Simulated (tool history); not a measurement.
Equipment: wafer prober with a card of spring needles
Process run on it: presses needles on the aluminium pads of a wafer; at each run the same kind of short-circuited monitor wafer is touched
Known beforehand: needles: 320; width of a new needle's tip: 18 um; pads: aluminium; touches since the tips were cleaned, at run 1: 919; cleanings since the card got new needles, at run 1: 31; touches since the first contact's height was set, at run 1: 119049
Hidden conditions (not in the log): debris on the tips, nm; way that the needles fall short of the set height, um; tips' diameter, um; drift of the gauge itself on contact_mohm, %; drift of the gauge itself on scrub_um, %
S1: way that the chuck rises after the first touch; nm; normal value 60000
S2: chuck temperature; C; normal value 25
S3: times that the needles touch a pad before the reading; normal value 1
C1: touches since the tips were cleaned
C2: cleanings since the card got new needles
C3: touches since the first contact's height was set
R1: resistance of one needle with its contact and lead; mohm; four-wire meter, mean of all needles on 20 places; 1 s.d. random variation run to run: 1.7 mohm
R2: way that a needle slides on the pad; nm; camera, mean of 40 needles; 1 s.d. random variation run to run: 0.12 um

run    hour     S1  S2  S3    C1   C2      C3   R1     R2
  1     0.0  60000  25   1   919   31  119049  198  13940
       11.6  -- tips cleaned on abrasive film
       26.9  -- tips cleaned on abrasive film
       46.1  -- tips cleaned on abrasive film
       65.3  -- tips cleaned on abrasive film
       80.6  -- tips cleaned on abrasive film
  2    86.4  60000  25   1  1207   36  136939  203  13640
       98.0  -- tips cleaned on abrasive film
      113.3  -- tips cleaned on abrasive film
      128.9  -- height of the first contact set anew
      132.8  -- tips cleaned on abrasive film
      152.0  -- tips cleaned on abrasive film
      171.2  -- tips cleaned on abrasive film
  3   171.4  60000  25   1    54   41    8791  184  13470
      186.8  -- tips cleaned on abrasive film
      202.1  -- tips cleaned on abrasive film
      221.3  -- tips cleaned on abrasive film
  4   229.6  60000  39   1  1736   44   20850  219  13060
      237.4  -- tips cleaned on abrasive film
      256.6  -- tips cleaned on abrasive film
      271.9  -- tips cleaned on abrasive film
      291.1  -- tips cleaned on abrasive film
  5   305.8  60000  39   1  3052   48   36615  232  13360
      309.7  -- tips cleaned on abrasive film
      325.0  -- tips cleaned on abrasive film
      344.2  -- tips cleaned on abrasive film
      363.4  -- tips cleaned on abrasive film
  6   369.9  72000  39   1  1355   52   49884  195  16020
      381.5  -- tips cleaned on abrasive film
      400.6  -- tips cleaned on abrasive film
      419.8  -- tips cleaned on abrasive film
      439.0  -- tips cleaned on abrasive film
      458.2  -- tips cleaned on abrasive film
  7   471.2  72000  39   1  2708   57   70861  210  16200
      475.1  -- tips cleaned on abrasive film
      494.3  -- tips cleaned on abrasive film
      513.4  -- tips cleaned on abrasive film
      532.6  -- tips cleaned on abrasive film
      551.8  -- tips cleaned on abrasive film
  8   558.4  72000  39   1  1367   62   88910  204  15710
      569.9  -- tips cleaned on abrasive film
      589.1  -- tips cleaned on abrasive film
      608.2  -- tips cleaned on abrasive film
      620.0  -- height of the first contact set anew, once more
      623.9  -- tips cleaned on abrasive film
      643.1  -- tips cleaned on abrasive film
  9   643.2  72000  39   1    21   67    4787  185  17530
      658.6  -- tips cleaned on abrasive film
      674.0  -- tips cleaned on abrasive film
      693.2  -- tips cleaned on abrasive film
      712.3  -- tips cleaned on abrasive film
      727.7  -- tips cleaned on abrasive film
 10   728.1  72000  39   1    84   72   22361  183  17500
      743.5  -- tips cleaned on abrasive film
      762.7  -- tips cleaned on abrasive film
      781.8  -- tips cleaned on abrasive film
      801.0  -- tips cleaned on abrasive film
 11   806.1  54000  25   1  1060   76   38515  208  12970
      817.6  -- tips cleaned on abrasive film
      833.0  -- tips cleaned on abrasive film
      852.2  -- tips cleaned on abrasive film
 12   858.3  54000  25   1  1283   79   49328  215  12820
      869.9  -- tips cleaned on abrasive film
      889.0  -- tips cleaned on abrasive film
      908.2  -- tips cleaned on abrasive film
      927.4  -- tips cleaned on abrasive film
      943.5  -- tips cleaned on abrasive film
 13   943.5  56000  26   2     0   84   66954  185  13390
      958.9  -- tips cleaned on abrasive film
      978.0  -- tips cleaned on abrasive film
      997.2  -- tips cleaned on abrasive film
     1016.4  -- tips cleaned on abrasive film
 14  1030.2  70000  51   2  2881   88   84930  201  16390
     1034.1  -- tips cleaned on abrasive film
     1049.5  -- tips cleaned on abrasive film
     1068.7  -- tips cleaned on abrasive film
     1087.9  -- tips cleaned on abrasive film
     1107.0  -- tips cleaned on abrasive film
     1122.4  -- tips cleaned on abrasive film
 15  1126.6  61000  65   2   869   94  104862  202  14100
     1138.1  -- tips cleaned on abrasive film
     1153.5  -- tips cleaned on abrasive film
     1172.6  -- tips cleaned on abrasive film
     1191.8  -- tips cleaned on abrasive film
     1211.0  -- tips cleaned on abrasive film
 16  1215.8  61000  65   1   999   99  123334  209  14200
     1227.3  -- tips cleaned on abrasive film
     1246.5  -- tips cleaned on abrasive film
 17  1261.4  61000  34   1  3103  101  132791  231  14170
     1265.3  -- tips cleaned on abrasive film
     1284.5  -- tips cleaned on abrasive film
     1303.7  -- tips cleaned on abrasive film
     1322.9  -- tips cleaned on abrasive film
     1323.2  -- height of the first contact set anew
     1342.3  -- tips cleaned on abrasive film
     1359.3  -- tips cleaned on abrasive film
 18  1359.3  45000  25   1     0  107    7476  194  10800
     1378.4  -- tips cleaned on abrasive film
     1393.8  -- tips cleaned on abrasive film
 19  1401.4  45000  25   1  1577  109   16201  247  10800
     1412.9  -- tips cleaned on abrasive film
     1432.1  -- tips cleaned on abrasive film
     1447.5  -- tips cleaned on abrasive film
 20  1460.9  47000  26   1  2802  112   28535  259  11280
     1464.8  -- tips cleaned on abrasive film
     1484.0  -- tips cleaned on abrasive film
     1503.2  -- tips cleaned on abrasive film
     1522.4  -- tips cleaned on abrasive film
 21  1526.7  47000  56   2   902  116   42146  218  11060
     1538.2  -- tips cleaned on abrasive film
     1557.4  -- tips cleaned on abrasive film
 22  1571.9  47000  56   2  3022  118   51521  248  11010
     1575.8  -- tips cleaned on abrasive film
     1595.0  -- tips cleaned on abrasive film
     1614.2  -- tips cleaned on abrasive film
     1633.4  -- tips cleaned on abrasive film
     1652.5  -- tips cleaned on abrasive film
     1671.7  -- tips cleaned on abrasive film
 23  1672.2  47000  56   2   104  124   72277  207  11100
     1687.6  -- tips cleaned on abrasive film
     1706.8  -- tips cleaned on abrasive film
     1724.7  -- tips cleaned on abrasive film
 24  1724.7  73000  41   1     0  127   83137  182  17350

Per-run results on a tool with no hidden state, each run keeping its own random variation:
run   R1     R2
  1  177  14570
  2  178  14350
  3  174  14630
  4  182  14260
  5  181  14660
  6  174  17380
  7  175  17690
  8  178  17280
  9  179  17560
 10  178  17630
 11  183  13180
 12  181  13100
 13  178  13750
 14  179  16820
 15  186  14620
 16  185  14830
 17  182  14830
 18  185  10840
 19  189  10880
 20  185  11410
 21  193  11260
 22  194  11250
 23  192  11450
 24  176  17750

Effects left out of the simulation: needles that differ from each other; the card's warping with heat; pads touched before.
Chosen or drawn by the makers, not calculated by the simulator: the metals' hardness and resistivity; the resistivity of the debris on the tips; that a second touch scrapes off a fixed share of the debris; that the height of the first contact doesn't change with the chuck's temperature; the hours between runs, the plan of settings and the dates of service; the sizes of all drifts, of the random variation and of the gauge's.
